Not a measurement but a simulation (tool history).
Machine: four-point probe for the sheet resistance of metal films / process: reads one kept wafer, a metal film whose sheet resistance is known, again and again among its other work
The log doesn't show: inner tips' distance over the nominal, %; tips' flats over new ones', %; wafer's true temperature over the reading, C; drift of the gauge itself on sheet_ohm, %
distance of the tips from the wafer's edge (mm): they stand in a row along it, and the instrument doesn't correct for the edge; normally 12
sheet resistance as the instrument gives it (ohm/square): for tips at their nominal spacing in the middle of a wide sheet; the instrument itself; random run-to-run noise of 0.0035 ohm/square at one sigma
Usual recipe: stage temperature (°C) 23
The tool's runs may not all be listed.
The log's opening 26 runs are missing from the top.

run	hour	stage temperature (°C)	distance of the tips from the wafer's edge (mm)	touches since the probe head was changed	hours of work since the stage's thermometer was calibrated	sheet resistance as the instrument gives it (ohm/square)
27	292.1	19	20	17035	720	17.656164
28	305.3	19	20	17399	726	17.655026
29	317.5	19	20	17735	731	17.654482
30	332.0	30	11	18135	736	17.611697
31	341.8	30	11	18404	740	17.614264
32	351.2	31	30	18665	744	17.592633
33	364.4	29	9	19028	749	17.627507
34	374.0	29	9	19294	753	17.630383
35	382.7	29	9	19535	757	17.628386
36	393.8	26	51	19841	761	17.609347
37	406.9	28	14	20202	767	17.612332
38	415.8	28	14	20446	770	17.616031
39	426.6	30	20	20745	774	17.598241
40	438.6	19	4	21077	779	17.800466
41	447.5	19	4	21322	783	17.793821
42	455.7	23	66	21548	786	17.630719
43	463.8	31	40	21771	789	17.585584
44	472.7	31	40	22017	793	17.590492
45	479.9	22	12	22216	796	17.648251

Predict each of these 3 candidate next runs independently; none follows another, all start after run 45:
A	489.8	29	12	22488	800	?
B	489.8	26	12	22488	800	?
C	489.8	27	10	22488	800	?

run	sheet resistance as the instrument gives it (ohm/square)
A	17.611632
B	17.630258
C	17.631262
Without the tool's hidden state the same runs would have given:
run	sheet resistance as the instrument gives it (ohm/square)
A	17.611527
B	17.630152
C	17.631156
